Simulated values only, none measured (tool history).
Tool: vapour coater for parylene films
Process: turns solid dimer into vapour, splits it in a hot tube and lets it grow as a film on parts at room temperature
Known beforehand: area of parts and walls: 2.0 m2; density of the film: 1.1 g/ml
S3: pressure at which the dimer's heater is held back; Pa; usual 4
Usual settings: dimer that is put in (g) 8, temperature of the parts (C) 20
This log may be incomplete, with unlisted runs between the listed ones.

{"run": 1, "hour": 0.0, "dimer that is put in (g)": 8, "temperature of the parts (C)": 20, "S3": 4, "thickness of the film (nm)": 2840}
{"run": 2, "hour": 13.2, "dimer that is put in (g)": 8, "temperature of the parts (C)": 20, "S3": 4, "thickness of the film (nm)": 2860}
{"run": 3, "hour": 39.8, "dimer that is put in (g)": 8, "temperature of the parts (C)": 20, "S3": 5.86, "thickness of the film (nm)": 2710}
{"run": 4, "hour": 58.3, "dimer that is put in (g)": 6, "temperature of the parts (C)": 20, "S3": 4, "thickness of the film (nm)": 2070}
{"run": 5, "hour": 73.9, "dimer that is put in (g)": 6, "temperature of the parts (C)": 20, "S3": 4, "thickness of the film (nm)": 2100}
{"hour": 80.0, "done": "trap's valve overhauled"}
{"run": 6, "hour": 93.1, "dimer that is put in (g)": 6, "temperature of the parts (C)": 20, "S3": 4, "thickness of the film (nm)": 2050}
{"run": 7, "hour": 121.5, "dimer that is put in (g)": 8, "temperature of the parts (C)": 30, "S3": 4, "thickness of the film (nm)": 1750}
{"run": 8, "hour": 152.4, "dimer that is put in (g)": 8, "temperature of the parts (C)": 15, "S3": 4, "thickness of the film (nm)": 3350}
{"run": 9, "hour": 174.1, "dimer that is put in (g)": 8, "temperature of the parts (C)": 20, "S3": 4.28, "thickness of the film (nm)": 2660}
{"hour": 189.2, "done": "table's thermometer calibrated"}
{"run": 10, "hour": 203.8, "dimer that is put in (g)": 7, "temperature of the parts (C)": 20, "S3": 4.02, "thickness of the film (nm)": 2220}
{"run": 11, "hour": 223.9, "dimer that is put in (g)": 8, "temperature of the parts (C)": 15, "S3": 4, "thickness of the film (nm)": 3180}
{"hour": 229.3, "done": "trap's valve overhauled, once more"}
{"run": 12, "hour": 257.1, "dimer that is put in (g)": 6, "temperature of the parts (C)": 19, "S3": 4, "thickness of the film (nm)": 2130}
{"run": 13, "hour": 275.6, "dimer that is put in (g)": 13, "temperature of the parts (C)": 30, "S3": 2.98, "thickness of the film (nm)": 3000}

Run 14 is up next; what results do you expect?
{"run": 14, "hour": 295.1, "dimer that is put in (g)": 14, "temperature of the parts (C)": 20, "S3": 4.58, "thickness of the film (nm)": "?"}

Run 14 came out at thickness of the film (nm) 4670.
Take away the tool's hidden state, keep the run-to-run variation as it was, and the same run would have given thickness of the film (nm) 4760.

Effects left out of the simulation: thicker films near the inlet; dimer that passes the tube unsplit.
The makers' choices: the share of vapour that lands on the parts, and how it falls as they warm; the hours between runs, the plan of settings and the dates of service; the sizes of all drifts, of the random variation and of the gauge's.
